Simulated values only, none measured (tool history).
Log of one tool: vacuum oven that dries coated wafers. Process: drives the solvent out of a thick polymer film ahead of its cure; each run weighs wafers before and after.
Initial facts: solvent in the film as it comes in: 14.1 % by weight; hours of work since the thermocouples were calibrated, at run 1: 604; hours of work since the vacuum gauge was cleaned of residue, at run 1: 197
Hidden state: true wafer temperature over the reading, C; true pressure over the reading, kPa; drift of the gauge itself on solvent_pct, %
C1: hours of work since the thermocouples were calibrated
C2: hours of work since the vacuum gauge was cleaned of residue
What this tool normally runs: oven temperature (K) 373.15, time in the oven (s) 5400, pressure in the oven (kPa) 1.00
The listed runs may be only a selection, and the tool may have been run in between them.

run 1 day=0.000 | oven_temperature_(K)=373.15 time_in_the_oven_(s)=5400 pressure_in_the_oven_(kPa)=1.00 | C1=604 C2=197 | solvent_left_in_the_film_(%)=2.24
run 2 day=0.392 | oven_temperature_(K)=374.15 time_in_the_oven_(s)=5400 pressure_in_the_oven_(kPa)=1.00 | C1=608 C2=200 | solvent_left_in_the_film_(%)=1.94
run 3 day=1.217 | oven_temperature_(K)=374.15 time_in_the_oven_(s)=5400 pressure_in_the_oven_(kPa)=1.00 | C1=616 C2=208 | solvent_left_in_the_film_(%)=1.95
run 4 day=1.696 | oven_temperature_(K)=359.15 time_in_the_oven_(s)=5400 pressure_in_the_oven_(kPa)=1.00 | C1=620 C2=213 | solvent_left_in_the_film_(%)=6.16
run 5 day=2.375 | oven_temperature_(K)=359.15 time_in_the_oven_(s)=5400 pressure_in_the_oven_(kPa)=1.00 | C1=627 C2=220 | solvent_left_in_the_film_(%)=6.19
run 6 day=3.117 | oven_temperature_(K)=382.15 time_in_the_oven_(s)=5400 pressure_in_the_oven_(kPa)=1.00 | C1=634 C2=227 | solvent_left_in_the_film_(%)=0.69
run 7 day=3.633 | oven_temperature_(K)=373.15 time_in_the_oven_(s)=5400 pressure_in_the_oven_(kPa)=1.00 | C1=639 C2=232 | solvent_left_in_the_film_(%)=2.24
run 8 day=4.067 | oven_temperature_(K)=368.15 time_in_the_oven_(s)=3540 pressure_in_the_oven_(kPa)=1.00 | C1=643 C2=236 | solvent_left_in_the_film_(%)=5.09
run 9 day=4.908 | oven_temperature_(K)=365.15 time_in_the_oven_(s)=4080 pressure_in_the_oven_(kPa)=1.50 | C1=651 C2=244 | solvent_left_in_the_film_(%)=5.51
run 10 day=5.629 | oven_temperature_(K)=379.15 time_in_the_oven_(s)=7800 pressure_in_the_oven_(kPa)=1.02 | C1=658 C2=251 | solvent_left_in_the_film_(%)=0.53
run 11 day=6.342 | oven_temperature_(K)=381.15 time_in_the_oven_(s)=6600 pressure_in_the_oven_(kPa)=3.13 | C1=665 C2=258 | solvent_left_in_the_film_(%)=1.25
run 12 day=6.971 | oven_temperature_(K)=381.15 time_in_the_oven_(s)=6600 pressure_in_the_oven_(kPa)=3.13 | C1=671 C2=264 | solvent_left_in_the_film_(%)=1.30
run 13 day=7.888 | oven_temperature_(K)=381.15 time_in_the_oven_(s)=3180 pressure_in_the_oven_(kPa)=3.13 | C1=680 C2=273 | solvent_left_in_the_film_(%)=2.74

How would selected steps in solvent left in the film (%) from run to run divide? Give the signed amount a tool lacking its hidden state would still show from settings, what came in and random variation, and the signed amount left for the hidden state, including any gauge scatter that is not in both of the compared results.
Run 5 -> 6: oven temperature (K) 359.15 -> 382.15. solvent left in the film (%) -5.50: hidden state -0.16, all else -5.34.
Run 9 -> 10: oven temperature (K) 365.15 -> 379.15, time in the oven (s) 4080 -> 7800, pressure in the oven (kPa) 1.50 -> 1.02. solvent left in the film (%) -4.98: hidden state -0.17, all else -4.81.
